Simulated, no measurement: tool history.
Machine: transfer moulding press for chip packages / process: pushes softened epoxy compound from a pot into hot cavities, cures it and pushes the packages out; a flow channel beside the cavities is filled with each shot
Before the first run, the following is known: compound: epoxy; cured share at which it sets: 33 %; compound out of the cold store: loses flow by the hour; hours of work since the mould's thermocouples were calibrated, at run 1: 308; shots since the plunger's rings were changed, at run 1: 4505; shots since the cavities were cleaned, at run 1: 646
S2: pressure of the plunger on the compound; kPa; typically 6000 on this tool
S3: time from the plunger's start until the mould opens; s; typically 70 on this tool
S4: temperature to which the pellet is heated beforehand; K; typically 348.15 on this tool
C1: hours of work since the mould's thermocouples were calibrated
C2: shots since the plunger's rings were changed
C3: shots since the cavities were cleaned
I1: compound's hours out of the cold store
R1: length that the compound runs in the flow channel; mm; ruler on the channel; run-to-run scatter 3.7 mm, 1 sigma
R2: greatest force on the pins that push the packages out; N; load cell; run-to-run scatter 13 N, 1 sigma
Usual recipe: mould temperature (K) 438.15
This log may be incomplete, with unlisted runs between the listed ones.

Run 1, hour 0.0: usual settings; C1 308; C2 4505; C3 646; I1 22.0. Result: R1 941 mm, R2 876 N.
At hour 8.2: cavities cleaned with cleaning compound and waxed.
Run 2, hour 16.3: usual settings but mould temperature (K) 436.15; C1 315; C2 4678; C3 95; I1 28.1. Result: R1 913 mm, R2 671 N.
Run 3, hour 37.7: usual settings but mould temperature (K) 436.15; C1 326; C2 4926; C3 343; I1 44.5. Result: R1 824 mm, R2 815 N.
At hour 43.5: plunger's sealing rings changed.
Run 4, hour 54.3: usual settings; C1 333; C2 126; C3 508; I1 26.9. Result: R1 962 mm, R2 853 N.
At hour 72.5: cavities cleaned with cleaning compound and waxed.
Run 5, hour 75.4: usual settings; C1 344; C2 354; C3 34; I1 46.0. Result: R1 850 mm, R2 561 N.
Run 6, hour 97.9: usual settings; C1 355; C2 616; C3 296; I1 34.7. Result: R1 915 mm, R2 716 N.
Run 7, hour 112.6: usual settings; C1 363; C2 787; C3 467; I1 31.6. Result: R1 935 mm, R2 784 N.
At hour 135.6: cavities cleaned with cleaning compound and waxed.
Run 8, hour 135.6: usual settings; C1 374; C2 1038; C3 0; I1 12.0. Result: R1 1042 mm, R2 586 N.
Run 9, hour 147.1: usual settings; C1 380; C2 1171; C3 133; I1 45.3. Result: R1 845 mm, R2 630 N.
Run 10, hour 164.4: usual settings but mould temperature (K) 434.15; C1 389; C2 1373; C3 335; I1 24.8. Result: R1 978 mm, R2 1031 N.
Run 11, hour 181.6: usual settings but mould temperature (K) 434.15; C1 397; C2 1573; C3 535; I1 18.3. Result: R1 1016 mm, R2 1105 N.
At hour 185.1: mould's thermocouples calibrated.
Run 12, hour 196.5: usual settings; C1 6; C2 1722; C3 684; I1 41.0. Result: R1 863 mm, R2 814 N.
At hour 200.0: cavities cleaned with cleaning compound and waxed.
Run 13, hour 215.1: usual settings but mould temperature (K) 443.15, S2 6720 kPa, S3 80 s, S4 344.15 K; C1 15; C2 1922; C3 176; I1 46.5. Result: R1 859 mm, R2 540 N.
Run 14, hour 227.9: usual settings but mould temperature (K) 443.15, S2 6720 kPa, S3 80 s, S4 344.15 K; C1 21; C2 2071; C3 325; I1 45.6. Result: R1 861 mm, R2 600 N.
Run 15, hour 241.6: usual settings but S2 4730 kPa, S3 56 s; C1 28; C2 2230; C3 484; I1 8.2. Result: R1 938 mm, R2 1486 N.
Run 16, hour 253.4: usual settings but S2 4730 kPa, S3 56 s; C1 34; C2 2368; C3 622; I1 44.7. Result: R1 745 mm, R2 1297 N.
At hour 262.9: cavities cleaned with cleaning compound and waxed.
At hour 268.6: mould's thermocouples calibrated, once more.
Run 17, hour 278.2: usual settings but S3 54 s; C1 5; C2 2616; C3 155; I1 32.9. Result: R1 898 mm, R2 1269 N.
Run 18, hour 293.2: usual settings but mould temperature (K) 444.15, S2 5270 kPa, S3 58 s, S4 353.15 K; C1 13; C2 2790; C3 329; I1 13.2. Result: R1 922 mm, R2 790 N.
Run 19, hour 313.1: usual settings but mould temperature (K) 444.15, S2 5270 kPa, S3 58 s, S4 353.15 K; C1 23; C2 3022; C3 561; I1 35.1. Result: R1 800 mm, R2 827 N.
At hour 327.9: cavities cleaned with cleaning compound and waxed.
Run 20, hour 328.6: usual settings but mould temperature (K) 442.15, S4 352.15 K; C1 30; C2 3185; C3 9; I1 45.6. Result: R1 813 mm, R2 454 N.
Run 21, hour 345.4: usual settings but mould temperature (K) 442.15, S4 352.15 K; C1 39; C2 3381; C3 205; I1 30.0. Result: R1 891 mm, R2 578 N.

What will run 22 give?
Run 22, hour 365.4: usual settings but S2 6900 kPa, S4 344.15 K; C1 49; C2 3613; C3 437; I1 43.8. Result: R1 ?, R2 ?.

Run 22 produced R1 892 mm, R2 788 N.
Minus the tool's unlogged condition, the same run would have read R1 943 mm, R2 558 N.
